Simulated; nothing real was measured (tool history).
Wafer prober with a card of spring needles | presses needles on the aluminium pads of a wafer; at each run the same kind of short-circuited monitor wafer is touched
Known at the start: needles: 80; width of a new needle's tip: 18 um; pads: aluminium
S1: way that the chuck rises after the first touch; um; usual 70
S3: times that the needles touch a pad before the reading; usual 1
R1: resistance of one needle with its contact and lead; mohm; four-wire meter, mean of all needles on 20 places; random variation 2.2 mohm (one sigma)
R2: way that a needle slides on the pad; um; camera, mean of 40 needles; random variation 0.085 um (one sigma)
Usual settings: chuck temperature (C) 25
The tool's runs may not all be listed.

{"run": 1, "hour": 0.0, "S1": 70, "chuck temperature (C)": 25, "S3": 1, "R1": 255, "R2": 13.91}
{"hour": 5.8, "done": "tips cleaned on abrasive film"}
{"run": 2, "hour": 11.1, "S1": 70, "chuck temperature (C)": 25, "S3": 1, "R1": 255, "R2": 13.87}
{"hour": 14.2, "done": "tips cleaned on abrasive film"}
{"hour": 23.4, "done": "tips cleaned on abrasive film"}
{"run": 3, "hour": 26.9, "S1": 61, "chuck temperature (C)": 25, "S3": 1, "R1": 253, "R2": 12.13}
{"hour": 31.9, "done": "tips cleaned on abrasive film"}
{"run": 4, "hour": 39.5, "S1": 57, "chuck temperature (C)": 25, "S3": 1, "R1": 252, "R2": 11.41}
{"hour": 40.6, "done": "tips cleaned on abrasive film"}
{"hour": 49.4, "done": "tips cleaned on abrasive film"}
{"run": 5, "hour": 56.2, "S1": 70, "chuck temperature (C)": 25, "S3": 1, "R1": 253, "R2": 13.94}
{"hour": 57.5, "done": "tips cleaned on abrasive film"}
{"run": 6, "hour": 64.5, "S1": 61, "chuck temperature (C)": 25, "S3": 1, "R1": 255, "R2": 12.1}
{"hour": 65.9, "done": "tips cleaned on abrasive film"}
{"hour": 74.6, "done": "tips cleaned on abrasive film"}
{"run": 7, "hour": 82.2, "S1": 61, "chuck temperature (C)": 25, "S3": 1, "R1": 251, "R2": 12.11}
{"hour": 83.3, "done": "tips cleaned on abrasive film"}
{"hour": 92.3, "done": "tips cleaned on abrasive film"}
{"run": 8, "hour": 93.2, "S1": 56, "chuck temperature (C)": 25, "S3": 1, "R1": 253, "R2": 11.07}
{"hour": 100.5, "done": "tips cleaned on abrasive film"}
{"run": 9, "hour": 103.9, "S1": 70, "chuck temperature (C)": 25, "S3": 1, "R1": 251, "R2": 13.87}
{"hour": 109.0, "done": "tips cleaned on abrasive film"}
{"hour": 117.2, "done": "tips cleaned on abrasive film"}
{"run": 10, "hour": 121.5, "S1": 70, "chuck temperature (C)": 25, "S3": 1, "R1": 252, "R2": 13.97}
{"hour": 125.8, "done": "tips cleaned on abrasive film"}
{"run": 11, "hour": 131.9, "S1": 70, "chuck temperature (C)": 25, "S3": 1, "R1": 247, "R2": 13.86}
{"hour": 134.7, "done": "tips cleaned on abrasive film"}
{"hour": 143.3, "done": "tips cleaned on abrasive film"}
{"run": 12, "hour": 146.5, "S1": 70, "chuck temperature (C)": 25, "S3": 1, "R1": 249, "R2": 14.04}
{"hour": 149.4, "done": "height of the first contact set anew"}
{"hour": 152.1, "done": "tips cleaned on abrasive film"}
{"hour": 160.9, "done": "tips cleaned on abrasive film"}
{"run": 13, "hour": 162.2, "S1": 70, "chuck temperature (C)": 25, "S3": 1, "R1": 249, "R2": 13.77}
{"hour": 169.0, "done": "tips cleaned on abrasive film"}
{"hour": 177.0, "done": "tips cleaned on abrasive film"}
{"run": 14, "hour": 180.6, "S1": 70, "chuck temperature (C)": 25, "S3": 1, "R1": 254, "R2": 13.94}
{"hour": 185.3, "done": "tips cleaned on abrasive film"}
{"hour": 193.9, "done": "tips cleaned on abrasive film"}
{"run": 15, "hour": 196.7, "S1": 70, "chuck temperature (C)": 25, "S3": 1, "R1": 253, "R2": 13.86}
{"hour": 202.8, "done": "tips cleaned on abrasive film"}
{"run": 16, "hour": 208.2, "S1": 70, "chuck temperature (C)": 25, "S3": 2, "R1": 255, "R2": 14}
{"hour": 211.2, "done": "tips cleaned on abrasive film"}
{"hour": 219.9, "done": "tips cleaned on abrasive film"}
{"run": 17, "hour": 224.1, "S1": 70, "chuck temperature (C)": 88, "S3": 2, "R1": 270, "R2": 13.83}
{"hour": 228.2, "done": "tips cleaned on abrasive film"}
{"hour": 237.0, "done": "tips cleaned on abrasive film"}
{"run": 18, "hour": 239.6, "S1": 63, "chuck temperature (C)": 25, "S3": 1, "R1": 252, "R2": 12.57}
{"hour": 245.8, "done": "tips cleaned on abrasive film"}
{"run": 19, "hour": 253.7, "S1": 63, "chuck temperature (C)": 25, "S3": 1, "R1": 259, "R2": 12.53}
{"hour": 254.5, "done": "tips cleaned on abrasive film"}
{"hour": 262.6, "done": "tips cleaned on abrasive film"}
{"run": 20, "hour": 265.4, "S1": 51, "chuck temperature (C)": 25, "S3": 1, "R1": 256, "R2": 10.19}
{"hour": 271.8, "done": "tips cleaned on abrasive film"}
{"run": 21, "hour": 273.8, "S1": 51, "chuck temperature (C)": 25, "S3": 1, "R1": 258, "R2": 10.18}
{"hour": 280.9, "done": "tips cleaned on abrasive film"}
{"hour": 289.4, "done": "tips cleaned on abrasive film"}
{"run": 22, "hour": 292.1, "S1": 70, "chuck temperature (C)": 29, "S3": 2, "R1": 250, "R2": 13.79}
{"hour": 298.4, "done": "tips cleaned on abrasive film"}
{"run": 23, "hour": 303.5, "S1": 70, "chuck temperature (C)": 29, "S3": 2, "R1": 254, "R2": 13.87}
{"hour": 306.6, "done": "tips cleaned on abrasive film"}
{"hour": 314.9, "done": "tips cleaned on abrasive film"}
{"run": 24, "hour": 317.8, "S1": 70, "chuck temperature (C)": 43, "S3": 2, "R1": 258, "R2": 13.91}
{"hour": 324.1, "done": "tips cleaned on abrasive film"}
{"run": 25, "hour": 331.0, "S1": 70, "chuck temperature (C)": 43, "S3": 2, "R1": 256, "R2": 13.93}
{"hour": 333.5, "done": "tips cleaned on abrasive film"}
{"hour": 342.3, "done": "tips cleaned on abrasive film"}
{"run": 26, "hour": 345.2, "S1": 53, "chuck temperature (C)": 39, "S3": 2, "R1": 257, "R2": 10.62}
{"hour": 350.6, "done": "tips cleaned on abrasive film"}
{"hour": 358.9, "done": "tips cleaned on abrasive film"}
{"run": 27, "hour": 361.3, "S1": 52, "chuck temperature (C)": 107, "S3": 2, "R1": 278, "R2": 10.31}
{"hour": 368.2, "done": "tips cleaned on abrasive film"}
{"run": 28, "hour": 375.4, "S1": 52, "chuck temperature (C)": 107, "S3": 2, "R1": 277, "R2": 10.41}
{"hour": 376.8, "done": "tips cleaned on abrasive film"}
{"hour": 386.0, "done": "tips cleaned on abrasive film"}
{"run": 29, "hour": 390.2, "S1": 52, "chuck temperature (C)": 107, "S3": 2, "R1": 280, "R2": 10.32}
{"hour": 395.1, "done": "tips cleaned on abrasive film"}
{"hour": 404.2, "done": "tips cleaned on abrasive film"}
{"run": 30, "hour": 404.2, "S1": 87, "chuck temperature (C)": 43, "S3": 2, "R1": 257, "R2": 17.22}
{"run": 31, "hour": 412.0, "S1": 70, "chuck temperature (C)": 88, "S3": 1, "R1": 269, "R2": 13.82}

3 ways to go on from here, each from the tool as it stands after run 31. What would each give?
{"hour": 413.1, "done": "tips cleaned on abrasive film"}
{"hour": 421.9, "done": "tips cleaned on abrasive film"}
{"run": "A", "hour": 423.5, "S1": 70, "chuck temperature (C)": 25, "S3": 3, "R1": "?", "R2": "?"}
{"hour": 413.1, "done": "tips cleaned on abrasive film"}
{"hour": 421.9, "done": "tips cleaned on abrasive film"}
{"run": "B", "hour": 423.5, "S1": 76, "chuck temperature (C)": 25, "S3": 1, "R1": "?", "R2": "?"}
{"hour": 413.1, "done": "tips cleaned on abrasive film"}
{"hour": 421.9, "done": "tips cleaned on abrasive film"}
{"run": "C", "hour": 423.5, "S1": 66, "chuck temperature (C)": 120, "S3": 1, "R1": "?", "R2": "?"}

run=A R1=252 R2=13.87
run=B R1=250 R2=15.04
run=C R1=276 R2=13.15
Without the tool's hidden state the same runs would have given:
run=A R1=252 R2=13.88
run=B R1=250 R2=15.04
run=C R1=276 R2=13.15

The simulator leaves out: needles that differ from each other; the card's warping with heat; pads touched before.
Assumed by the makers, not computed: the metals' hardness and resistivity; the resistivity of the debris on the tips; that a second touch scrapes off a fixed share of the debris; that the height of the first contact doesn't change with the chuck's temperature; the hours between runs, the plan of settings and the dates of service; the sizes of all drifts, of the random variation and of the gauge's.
